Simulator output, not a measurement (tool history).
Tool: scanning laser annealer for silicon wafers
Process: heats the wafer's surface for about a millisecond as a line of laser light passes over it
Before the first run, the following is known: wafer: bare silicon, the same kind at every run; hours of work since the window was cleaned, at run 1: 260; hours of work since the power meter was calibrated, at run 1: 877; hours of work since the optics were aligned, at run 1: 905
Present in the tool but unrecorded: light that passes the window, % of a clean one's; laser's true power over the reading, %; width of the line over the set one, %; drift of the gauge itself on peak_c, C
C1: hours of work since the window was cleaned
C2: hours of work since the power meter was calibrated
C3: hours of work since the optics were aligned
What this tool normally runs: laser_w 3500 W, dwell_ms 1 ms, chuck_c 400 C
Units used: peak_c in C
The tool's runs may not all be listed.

Run 1, day 0: usual settings; C1 260; C2 877; C3 905. Result: peak_c 1198 C.
Run 2, day 0.921: usual settings; C1 277; C2 894; C3 922. Result: peak_c 1193 C.
Run 3, day 1.462: usual settings but laser_w 3372 W; C1 287; C2 904; C3 932. Result: peak_c 1156 C.
Run 4, day 2.433: usual settings but laser_w 3372 W; C1 304; C2 921; C3 950. Result: peak_c 1150 C.
Run 5, day 3.346: usual settings but laser_w 3372 W; C1 321; C2 938; C3 966. Result: peak_c 1151 C.
Run 6, day 3.958: usual settings but dwell_ms 0.78 ms; C1 332; C2 949; C3 977. Result: peak_c 1105 C.
Run 7, day 4.704: usual settings but chuck_c 426 C; C1 346; C2 963; C3 991. Result: peak_c 1208 C.
Run 8, day 5.542: usual settings but chuck_c 426 C; C1 361; C2 978; C3 1006. Result: peak_c 1208 C.
Run 9, day 6.404: usual settings but chuck_c 417 C; C1 377; C2 993; C3 1022. Result: peak_c 1197 C.
Run 10, day 7.571: usual settings but laser_w 3127 W, dwell_ms 0.71 ms, chuck_c 406 C; C1 398; C2 1015; C3 1043. Result: peak_c 988 C.
Run 11, day 8.35: usual settings but laser_w 3844 W, dwell_ms 0.81 ms, chuck_c 407 C; C1 412; C2 1029; C3 1057. Result: peak_c 1201 C.
Run 12, day 9.438: usual settings but laser_w 3844 W, dwell_ms 0.81 ms, chuck_c 407 C; C1 432; C2 1049; C3 1077. Result: peak_c 1203 C.
Run 13, day 10.562: usual settings but laser_w 3760 W, dwell_ms 1.03 ms; C1 452; C2 1069; C3 1098. Result: peak_c 1250 C.
Run 14, day 11.054: usual settings but laser_w 3565 W, dwell_ms 1.17 ms, chuck_c 394 C; C1 461; C2 1078; C3 1106. Result: peak_c 1238 C.
At day 11.379: window over the wafer cleaned.
Run 15, day 12.025: usual settings but laser_w 3719 W, dwell_ms 1.1 ms, chuck_c 383 C; C1 12; C2 1094; C3 1123. Result: peak_c 1305 C.
Run 16, day 13.138: usual settings but laser_w 3330 W, dwell_ms 0.96 ms, chuck_c 399 C; C1 32; C2 1114; C3 1143. Result: peak_c 1157 C.
Run 17, day 13.779: usual settings but laser_w 3414 W, dwell_ms 1.08 ms, chuck_c 370 C; C1 44; C2 1126; C3 1154. Result: peak_c 1189 C.
Run 18, day 14.529: usual settings but laser_w 3581 W, dwell_ms 0.79 ms, chuck_c 370 C; C1 57; C2 1140; C3 1168. Result: peak_c 1128 C.

3 ways to go on from here, each from the tool as it stands after run 18. What would each give?
Run A, day 15.388: usual settings but laser_w 3161 W, dwell_ms 0.79 ms, chuck_c 370 C; C1 73; C2 1155; C3 1184. Result: peak_c ?.
Run B, day 15.388: usual settings but laser_w 3046 W, dwell_ms 0.99 ms, chuck_c 413 C; C1 73; C2 1155; C3 1184. Result: peak_c ?.
Run C, day 15.388: usual settings but laser_w 3581 W, dwell_ms 0.75 ms, chuck_c 418 C; C1 73; C2 1155; C3 1184. Result: peak_c ?.

run  peak_c
  A    1014
  B    1095
  C    1156
Without the tool's unlogged condition, the same runs would have read:
run  peak_c
  A    1028
  B    1110
  C    1173
